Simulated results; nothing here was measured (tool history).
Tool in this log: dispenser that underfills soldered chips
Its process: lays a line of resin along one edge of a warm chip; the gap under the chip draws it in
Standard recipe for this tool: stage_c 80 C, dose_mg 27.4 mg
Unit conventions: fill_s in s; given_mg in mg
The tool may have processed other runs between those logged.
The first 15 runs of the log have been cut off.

run   hour  stage_c  dose_mg  fill_s  given_mg
 16    103       84     27.4   120.6     26.63
     109.4  -- new syringe of resin
 17  111.3       80     29.6   123.1      28.5
 18  119.7       80     28.6   172.7     27.45
     121.9  -- new syringe of resin
 19  128.9       68     29.6   263.2     28.52
     134.5  -- new syringe of resin
 20  137.7       79     23.8   141.3     22.79
 21  142.9       83     30.3   135.5      28.7
     147.1  -- new syringe of resin
 22  150.9       83     30.3   116.4     28.48
 23  157.6       83     30.3   146.3     28.29
     159.8  -- new syringe of resin
 24    166       80     26.7   152.9     25.14
     172.4  -- new syringe of resin
 25    175       80     27.1   131.8     25.27
 26  178.9       80     27.1   150.6     25.19
       185  -- new syringe of resin
 27  185.3       80     27.1   118.2     25.07
 28  192.2       87     28.9     111     26.72
 29  196.6       91     30.8   112.7     28.53
     197.5  -- new syringe of resin
 30  202.1       91     30.8    85.3     28.23
     205.5  -- dispensing valve cleaned and set on the balance
 31  206.9       67     28.2     295     27.95

Expected results for the next run?
     211.1  -- new syringe of resin
 32  211.5       88       27       ?         ?

fill_s: 81.2 s
given_mg: 27.21 mg
The same run, on a tool lacking any hidden state, would have yielded fill_s 75.9 s, given_mg 27.29 mg.
